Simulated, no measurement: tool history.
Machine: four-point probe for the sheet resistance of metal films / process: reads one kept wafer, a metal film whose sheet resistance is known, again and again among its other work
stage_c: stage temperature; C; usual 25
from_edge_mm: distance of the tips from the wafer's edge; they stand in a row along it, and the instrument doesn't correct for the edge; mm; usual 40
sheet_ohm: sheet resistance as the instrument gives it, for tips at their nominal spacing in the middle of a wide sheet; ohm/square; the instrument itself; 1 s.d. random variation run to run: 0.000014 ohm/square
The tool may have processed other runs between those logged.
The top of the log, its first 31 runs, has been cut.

run	day	stage_c	from_edge_mm	sheet_ohm
32	75.629	29	38	0.067171
33	76.983	29	38	0.067159
34	79.912	24	5	0.067439
# day 80.488: stage's thermometer calibrated, once more
35	81.633	31	5	0.067599
36	83.712	22	36	0.067086
37	86.754	32	53	0.067247
38	89.229	34	29	0.067243
39	92.496	25	53	0.06706

Run 40 is up next; what results do you expect?
40	94.233	30	23	?

Run 40 yielded sheet_ohm 0.067164 ohm/square.
Minus the tool's unlogged condition, the same run would have read sheet_ohm 0.067721 ohm/square.
